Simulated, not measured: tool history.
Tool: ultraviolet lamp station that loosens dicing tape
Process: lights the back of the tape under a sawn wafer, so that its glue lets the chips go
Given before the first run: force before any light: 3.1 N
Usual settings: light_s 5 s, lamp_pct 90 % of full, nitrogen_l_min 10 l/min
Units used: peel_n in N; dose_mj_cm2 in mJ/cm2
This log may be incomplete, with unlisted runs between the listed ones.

Run 1, hour 0: usual settings. Result: peel_n 0.534 N, dose_mj_cm2 486 mJ/cm2.
Run 2, hour 20.9: usual settings. Result: peel_n 0.523 N, dose_mj_cm2 481 mJ/cm2.
Run 3, hour 36.7: usual settings. Result: peel_n 0.533 N, dose_mj_cm2 480 mJ/cm2.
Run 4, hour 57: usual settings but nitrogen_l_min 6 l/min. Result: peel_n 0.726 N, dose_mj_cm2 476 mJ/cm2.
Run 5, hour 82.7: usual settings but light_s 10 s. Result: peel_n 0.256 N, dose_mj_cm2 950 mJ/cm2.
Run 6, hour 104.2: usual settings but lamp_pct 66 % of full. Result: peel_n 0.827 N, dose_mj_cm2 347 mJ/cm2.
Run 7, hour 130.2: usual settings but lamp_pct 66 % of full. Result: peel_n 0.82 N, dose_mj_cm2 342 mJ/cm2.
Run 8, hour 154.9: usual settings but lamp_pct 66 % of full. Result: peel_n 0.828 N, dose_mj_cm2 337 mJ/cm2.
Run 9, hour 181.2: usual settings but lamp_pct 66 % of full. Result: peel_n 0.854 N, dose_mj_cm2 339 mJ/cm2.
Run 10, hour 199.5: usual settings but lamp_pct 66 % of full. Result: peel_n 0.82 N, dose_mj_cm2 333 mJ/cm2.
Run 11, hour 224.3: usual settings but lamp_pct 66 % of full. Result: peel_n 0.827 N, dose_mj_cm2 335 mJ/cm2.
Run 12, hour 238.7: usual settings but lamp_pct 66 % of full. Result: peel_n 0.846 N, dose_mj_cm2 333 mJ/cm2.
Run 13, hour 251.9: usual settings but light_s 4 s. Result: peel_n 0.747 N, dose_mj_cm2 359 mJ/cm2.
Run 14, hour 275.4: usual settings. Result: peel_n 0.575 N, dose_mj_cm2 448 mJ/cm2.
Run 15, hour 299: usual settings but lamp_pct 72 % of full. Result: peel_n 0.818 N, dose_mj_cm2 356 mJ/cm2.
Run 16, hour 325: usual settings but lamp_pct 72 % of full. Result: peel_n 0.78 N, dose_mj_cm2 357 mJ/cm2.
Run 17, hour 348.2: usual settings. Result: peel_n 0.599 N, dose_mj_cm2 435 mJ/cm2.
Run 18, hour 366.9: usual settings but light_s 6 s. Result: peel_n 0.473 N, dose_mj_cm2 525 mJ/cm2.
Run 19, hour 383: usual settings but light_s 6 s. Result: peel_n 0.466 N, dose_mj_cm2 523 mJ/cm2.
Run 20, hour 405.4: usual settings but light_s 6 s. Result: peel_n 0.475 N, dose_mj_cm2 519 mJ/cm2.
Run 21, hour 421.4: usual settings but light_s 6 s. Result: peel_n 0.481 N, dose_mj_cm2 521 mJ/cm2.
Run 22, hour 446.5: usual settings. Result: peel_n 0.623 N, dose_mj_cm2 431 mJ/cm2.
Run 23, hour 473: usual settings but light_s 6 s, nitrogen_l_min 3 l/min. Result: peel_n 0.878 N, dose_mj_cm2 514 mJ/cm2.
Run 24, hour 488.4: usual settings but light_s 6 s, nitrogen_l_min 3 l/min. Result: peel_n 0.924 N, dose_mj_cm2 507 mJ/cm2.
At hour 501.2: window cleaned of glue's vapour.
Run 25, hour 508.9: usual settings but light_s 6 s, nitrogen_l_min 3 l/min. Result: peel_n 0.837 N, dose_mj_cm2 540 mJ/cm2.
Run 26, hour 533.7: usual settings but light_s 6 s, nitrogen_l_min 3 l/min. Result: peel_n 0.836 N, dose_mj_cm2 539 mJ/cm2.
Run 27, hour 548.7: usual settings but light_s 6 s, nitrogen_l_min 3 l/min. Result: peel_n 0.867 N, dose_mj_cm2 538 mJ/cm2.
Run 28, hour 559.7: usual settings but light_s 3 s, lamp_pct 83 % of full, nitrogen_l_min 3 l/min. Result: peel_n 1.709 N, dose_mj_cm2 247 mJ/cm2.
Run 29, hour 577: usual settings but lamp_pct 76 % of full. Result: peel_n 0.711 N, dose_mj_cm2 375 mJ/cm2.
Run 30, hour 588.8: usual settings but light_s 7 s, nitrogen_l_min 6 l/min. Result: peel_n 0.491 N, dose_mj_cm2 628 mJ/cm2.
Run 31, hour 613.9: usual settings but light_s 4 s, lamp_pct 93 % of full. Result: peel_n 0.732 N, dose_mj_cm2 368 mJ/cm2.
Run 32, hour 635.8: usual settings but light_s 3 s, lamp_pct 66 % of full, nitrogen_l_min 17 l/min. Result: peel_n 1.205 N, dose_mj_cm2 194 mJ/cm2.
Run 33, hour 660.9: usual settings but light_s 3 s, lamp_pct 66 % of full, nitrogen_l_min 17 l/min. Result: peel_n 1.183 N, dose_mj_cm2 192 mJ/cm2.
Run 34, hour 680.2: usual settings but light_s 3 s, lamp_pct 66 % of full, nitrogen_l_min 17 l/min. Result: peel_n 1.229 N, dose_mj_cm2 188 mJ/cm2.
Run 35, hour 700.6: usual settings but light_s 9 s, lamp_pct 65 % of full, nitrogen_l_min 17 l/min. Result: peel_n 0.342 N, dose_mj_cm2 561 mJ/cm2.
Run 36, hour 712.4: usual settings but light_s 3 s, lamp_pct 60 % of full, nitrogen_l_min 3 l/min. Result: peel_n 1.988 N, dose_mj_cm2 172 mJ/cm2.
Run 37, hour 735.3: usual settings but light_s 3 s, lamp_pct 60 % of full, nitrogen_l_min 3 l/min. Result: peel_n 2.062 N, dose_mj_cm2 169 mJ/cm2.
Run 38, hour 761.8: usual settings but light_s 4 s, lamp_pct 82 % of full, nitrogen_l_min 4 l/min. Result: peel_n 1.311 N, dose_mj_cm2 310 mJ/cm2.
Run 39, hour 784.3: usual settings but light_s 4 s, lamp_pct 82 % of full, nitrogen_l_min 4 l/min. Result: peel_n 1.353 N, dose_mj_cm2 312 mJ/cm2.
Run 40, hour 808.9: usual settings but light_s 3 s, nitrogen_l_min 4 l/min. Result: peel_n 1.48 N, dose_mj_cm2 253 mJ/cm2.
Run 41, hour 828.6: usual settings but light_s 3 s, lamp_pct 78 % of full, nitrogen_l_min 11 l/min. Result: peel_n 1.233 N, dose_mj_cm2 220 mJ/cm2.
Run 42, hour 852.2: usual settings but light_s 6 s, lamp_pct 78 % of full, nitrogen_l_min 11 l/min. Result: peel_n 0.633 N, dose_mj_cm2 432 mJ/cm2.
Run 43, hour 867.4: usual settings but lamp_pct 70 % of full, nitrogen_l_min 5 l/min. Result: peel_n 1.154 N, dose_mj_cm2 321 mJ/cm2.
Run 44, hour 892.4: usual settings but lamp_pct 70 % of full, nitrogen_l_min 5 l/min. Result: peel_n 1.218 N, dose_mj_cm2 316 mJ/cm2.

Predict each of these 3 candidate next runs independently; none follows another, all start after run 44:
Run A, hour 915.8: usual settings but lamp_pct 63 % of full, nitrogen_l_min 5 l/min. Result: peel_n ?, dose_mj_cm2 ?.
Run B, hour 915.8: usual settings but light_s 3 s, lamp_pct 67 % of full, nitrogen_l_min 8 l/min. Result: peel_n ?, dose_mj_cm2 ?.
Run C, hour 915.8: usual settings but light_s 9 s, lamp_pct 99 % of full. Result: peel_n ?, dose_mj_cm2 ?.

run  peel_n  dose_mj_cm2
  A   1.308          286
  B   1.541          180
  C    0.28          805
What these runs would have given with no unlogged condition in the tool:
run  peel_n  dose_mj_cm2
  A   0.969          396
  B   1.208          250
  C   0.219         1115
